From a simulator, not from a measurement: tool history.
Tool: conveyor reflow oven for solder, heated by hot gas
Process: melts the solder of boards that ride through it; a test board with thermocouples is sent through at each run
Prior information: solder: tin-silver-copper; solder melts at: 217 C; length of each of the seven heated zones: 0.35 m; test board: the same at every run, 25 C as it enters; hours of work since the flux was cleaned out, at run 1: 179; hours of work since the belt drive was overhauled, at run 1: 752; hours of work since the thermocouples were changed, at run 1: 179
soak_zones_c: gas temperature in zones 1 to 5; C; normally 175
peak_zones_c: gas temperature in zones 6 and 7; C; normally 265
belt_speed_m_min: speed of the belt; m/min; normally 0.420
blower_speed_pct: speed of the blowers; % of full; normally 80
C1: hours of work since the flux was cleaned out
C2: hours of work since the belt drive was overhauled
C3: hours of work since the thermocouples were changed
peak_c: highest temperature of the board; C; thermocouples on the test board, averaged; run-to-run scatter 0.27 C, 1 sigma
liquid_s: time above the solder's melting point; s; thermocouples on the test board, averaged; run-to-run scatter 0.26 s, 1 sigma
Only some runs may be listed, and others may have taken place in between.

run 1 day=0.000 | soak_zones_c=175 peak_zones_c=265 belt_speed_m_min=0.420 blower_speed_pct=80 | C1=179 C2=752 C3=179 | peak_c=251.9 liquid_s=76.6
-- day=1.612 belt drive overhauled, speed set with a stopwatch
run 2 day=1.625 | soak_zones_c=175 peak_zones_c=265 belt_speed_m_min=0.420 blower_speed_pct=80 | C1=197 C2=0 C3=197 | peak_c=252.4 liquid_s=75.7
run 3 day=3.754 | soak_zones_c=175 peak_zones_c=265 belt_speed_m_min=0.345 blower_speed_pct=80 | C1=223 C2=26 C3=223 | peak_c=256.3 liquid_s=99.1
run 4 day=5.733 | soak_zones_c=175 peak_zones_c=265 belt_speed_m_min=0.345 blower_speed_pct=80 | C1=246 C2=49 C3=246 | peak_c=256.2 liquid_s=98.8
run 5 day=7.967 | soak_zones_c=175 peak_zones_c=265 belt_speed_m_min=0.345 blower_speed_pct=80 | C1=273 C2=76 C3=273 | peak_c=256.4 liquid_s=99.8
run 6 day=10.096 | soak_zones_c=175 peak_zones_c=265 belt_speed_m_min=0.345 blower_speed_pct=80 | C1=299 C2=102 C3=299 | peak_c=256.2 liquid_s=99.7
run 7 day=11.500 | soak_zones_c=175 peak_zones_c=265 belt_speed_m_min=0.345 blower_speed_pct=80 | C1=316 C2=119 C3=316 | peak_c=256.6 liquid_s=99.2
run 8 day=13.283 | soak_zones_c=175 peak_zones_c=265 belt_speed_m_min=0.420 blower_speed_pct=80 | C1=337 C2=140 C3=337 | peak_c=250.9 liquid_s=75.7
run 9 day=15.721 | soak_zones_c=175 peak_zones_c=265 belt_speed_m_min=0.391 blower_speed_pct=80 | C1=366 C2=169 C3=366 | peak_c=252.5 liquid_s=83.4
run 10 day=18.558 | soak_zones_c=175 peak_zones_c=265 belt_speed_m_min=0.391 blower_speed_pct=80 | C1=400 C2=203 C3=400 | peak_c=252.8 liquid_s=83.0
run 11 day=19.842 | soak_zones_c=175 peak_zones_c=265 belt_speed_m_min=0.391 blower_speed_pct=80 | C1=416 C2=219 C3=416 | peak_c=252.9 liquid_s=83.1
-- day=21.283 flux residue cleaned out of gas plates and filters
run 12 day=21.817 | soak_zones_c=175 peak_zones_c=265 belt_speed_m_min=0.420 blower_speed_pct=80 | C1=6 C2=240 C3=437 | peak_c=249.8 liquid_s=73.8
run 13 day=24.146 | soak_zones_c=175 peak_zones_c=265 belt_speed_m_min=0.420 blower_speed_pct=70 | C1=34 C2=268 C3=465 | peak_c=248.6 liquid_s=72.1
run 14 day=26.150 | soak_zones_c=175 peak_zones_c=265 belt_speed_m_min=0.420 blower_speed_pct=70 | C1=58 C2=292 C3=489 | peak_c=248.7 liquid_s=71.7
-- day=27.525 flux residue cleaned out of gas plates and filters, once more
run 15 day=27.567 | soak_zones_c=175 peak_zones_c=265 belt_speed_m_min=0.420 blower_speed_pct=70 | C1=0 C2=307 C3=503 | peak_c=250.8 liquid_s=75.3
run 16 day=30.375 | soak_zones_c=168 peak_zones_c=260 belt_speed_m_min=0.456 blower_speed_pct=53 | C1=34 C2=340 C3=537 | peak_c=239.8 liquid_s=51.3
run 17 day=32.833 | soak_zones_c=168 peak_zones_c=260 belt_speed_m_min=0.456 blower_speed_pct=53 | C1=64 C2=370 C3=567 | peak_c=239.2 liquid_s=51.1
run 18 day=35.667 | soak_zones_c=175 peak_zones_c=272 belt_speed_m_min=0.412 blower_speed_pct=80 | C1=98 C2=404 C3=601 | peak_c=258.6 liquid_s=83.9
run 19 day=38.454 | soak_zones_c=175 peak_zones_c=272 belt_speed_m_min=0.412 blower_speed_pct=80 | C1=131 C2=437 C3=634 | peak_c=258.1 liquid_s=83.8
-- day=40.792 thermocouples of zones 6 and 7 changed
run 20 day=40.862 | soak_zones_c=188 peak_zones_c=269 belt_speed_m_min=0.412 blower_speed_pct=80 | C1=159 C2=465 C3=1 | peak_c=258.7 liquid_s=90.6
run 21 day=42.838 | soak_zones_c=188 peak_zones_c=269 belt_speed_m_min=0.412 blower_speed_pct=80 | C1=183 C2=489 C3=25 | peak_c=258.3 liquid_s=90.3
run 22 day=45.650 | soak_zones_c=188 peak_zones_c=269 belt_speed_m_min=0.412 blower_speed_pct=80 | C1=217 C2=523 C3=58 | peak_c=258.2 liquid_s=90.0
run 23 day=48.212 | soak_zones_c=188 peak_zones_c=279 belt_speed_m_min=0.412 blower_speed_pct=76 | C1=247 C2=553 C3=89 | peak_c=266.8 liquid_s=95.6
run 24 day=50.717 | soak_zones_c=188 peak_zones_c=279 belt_speed_m_min=0.412 blower_speed_pct=76 | C1=277 C2=584 C3=119 | peak_c=266.5 liquid_s=95.7
run 25 day=52.038 | soak_zones_c=188 peak_zones_c=265 belt_speed_m_min=0.412 blower_speed_pct=76 | C1=293 C2=599 C3=135 | peak_c=254.2 liquid_s=87.1
run 26 day=53.383 | soak_zones_c=188 peak_zones_c=265 belt_speed_m_min=0.412 blower_speed_pct=76 | C1=309 C2=616 C3=151 | peak_c=253.5 liquid_s=87.0
run 27 day=54.775 | soak_zones_c=174 peak_zones_c=268 belt_speed_m_min=0.412 blower_speed_pct=72 | C1=326 C2=632 C3=168 | peak_c=254.2 liquid_s=79.0
run 28 day=57.096 | soak_zones_c=161 peak_zones_c=268 belt_speed_m_min=0.412 blower_speed_pct=72 | C1=354 C2=660 C3=196 | peak_c=251.5 liquid_s=71.0
run 29 day=58.358 | soak_zones_c=161 peak_zones_c=268 belt_speed_m_min=0.412 blower_speed_pct=72 | C1=369 C2=675 C3=211 | peak_c=251.7 liquid_s=71.2
run 30 day=60.662 | soak_zones_c=161 peak_zones_c=254 belt_speed_m_min=0.442 blower_speed_pct=67 | C1=397 C2=703 C3=239 | peak_c=236.2 liquid_s=46.6

5 ways to go on from here, each from the tool as it stands after run 30. What would each give?
run A day=62.350 | soak_zones_c=175 peak_zones_c=265 belt_speed_m_min=0.420 blower_speed_pct=80 | C1=417 C2=723 C3=259 | peak_c=? liquid_s=?
run B day=62.350 | soak_zones_c=161 peak_zones_c=268 belt_speed_m_min=0.442 blower_speed_pct=89 | C1=417 C2=723 C3=259 | peak_c=? liquid_s=?
run C day=62.350 | soak_zones_c=171 peak_zones_c=254 belt_speed_m_min=0.442 blower_speed_pct=67 | C1=417 C2=723 C3=259 | peak_c=? liquid_s=?
run D day=62.350 | soak_zones_c=180 peak_zones_c=273 belt_speed_m_min=0.420 blower_speed_pct=75 | C1=417 C2=723 C3=259 | peak_c=? liquid_s=?
run E day=62.350 | soak_zones_c=178 peak_zones_c=269 belt_speed_m_min=0.360 blower_speed_pct=67 | C1=417 C2=723 C3=259 | peak_c=? liquid_s=?

run=A peak_c=251.8 liquid_s=76.0
run=B peak_c=251.2 liquid_s=65.9
run=C peak_c=237.5 liquid_s=54.0
run=D peak_c=259.3 liquid_s=84.4
run=E peak_c=258.4 liquid_s=98.0
Take away the tool's hidden state, keep each run's random variation, and the runs would have read:
run=A peak_c=253.2 liquid_s=76.9
run=B peak_c=253.0 liquid_s=67.3
run=C peak_c=238.8 liquid_s=55.9
run=D peak_c=260.6 liquid_s=84.8
run=E peak_c=259.4 liquid_s=98.2

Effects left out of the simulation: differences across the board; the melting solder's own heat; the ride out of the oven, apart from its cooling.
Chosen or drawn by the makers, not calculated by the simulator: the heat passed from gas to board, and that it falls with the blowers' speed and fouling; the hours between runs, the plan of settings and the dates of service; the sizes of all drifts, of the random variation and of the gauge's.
